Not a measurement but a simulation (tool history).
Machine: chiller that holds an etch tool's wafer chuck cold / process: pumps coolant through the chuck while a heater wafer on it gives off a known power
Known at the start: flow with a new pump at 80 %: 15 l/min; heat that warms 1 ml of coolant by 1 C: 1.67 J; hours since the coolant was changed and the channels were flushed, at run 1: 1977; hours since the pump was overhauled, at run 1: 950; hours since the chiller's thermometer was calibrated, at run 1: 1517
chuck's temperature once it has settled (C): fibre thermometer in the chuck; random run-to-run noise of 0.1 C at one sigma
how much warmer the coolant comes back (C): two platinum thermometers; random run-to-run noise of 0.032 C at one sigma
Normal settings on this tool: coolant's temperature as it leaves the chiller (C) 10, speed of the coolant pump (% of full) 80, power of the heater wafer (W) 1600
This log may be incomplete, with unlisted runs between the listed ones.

run	hour	coolant's temperature as it leaves the chiller (C)	speed of the coolant pump (% of full)	power of the heater wafer (W)	hours since the coolant was changed and the channels were flushed	hours since the pump was overhauled	hours since the chiller's thermometer was calibrated	chuck's temperature once it has settled (C)	how much warmer the coolant comes back (C)
1	0.0	10	80	1600	1977	950	1517	28.3	3.87
2	38.3	10	80	1600	2016	988	1555	28.7	3.89
3	66.3	10	80	1600	2043	1016	1583	28.3	3.87
4	103.4	10	80	1600	2081	1053	1620	28.5	3.91
5	144.5	10	80	1600	2122	1094	1661	28.4	3.87
6	188.9	10	80	1600	2166	1138	1706	28.5	3.90
7	224.7	10	80	1268	2202	1174	1741	24.9	3.07
8	266.7	10	80	1884	2244	1216	1783	31.8	4.62
9	292.1	10	80	1884	2269	1242	1809	31.9	4.60
10	336.0	10	80	1884	2313	1286	1853	32.0	4.58
11	363.6	13	80	1884	2341	1313	1880	34.9	4.58
12	398.0	13	80	1884	2375	1348	1915	34.8	4.57
13	427.3	13	80	1884	2404	1377	1944	34.9	4.59
14	454.1	13	80	1884	2431	1404	1971	34.9	4.60
15	484.4	13	80	1884	2462	1434	2001	35.0	4.61
16	507.2	13	80	1884	2484	1457	2024	35.0	4.64
# hour 512.3: chiller's thermometer calibrated
17	542.2	13	85	1802	2518	1491	30	32.8	4.12
18	579.2	3	80	2147	2555	1528	67	27.8	5.27
19	614.6	4	65	1600	2591	1563	102	25.7	4.81
20	651.3	15	63	953	2627	1600	139	28.3	3.03
21	676.8	15	70	953	2653	1625	165	27.2	2.58
22	697.6	15	68	953	2674	1646	185	27.5	2.72

Expected results for the next run?
23	725.3	15	68	953	2702	1674	213	?	?

chuck's temperature once it has settled (C): 27.5
how much warmer the coolant comes back (C): 2.71
The same run, on a tool lacking any hidden state, would have yielded chuck's temperature once it has settled (C) 27.2, how much warmer the coolant comes back (C) 2.66.

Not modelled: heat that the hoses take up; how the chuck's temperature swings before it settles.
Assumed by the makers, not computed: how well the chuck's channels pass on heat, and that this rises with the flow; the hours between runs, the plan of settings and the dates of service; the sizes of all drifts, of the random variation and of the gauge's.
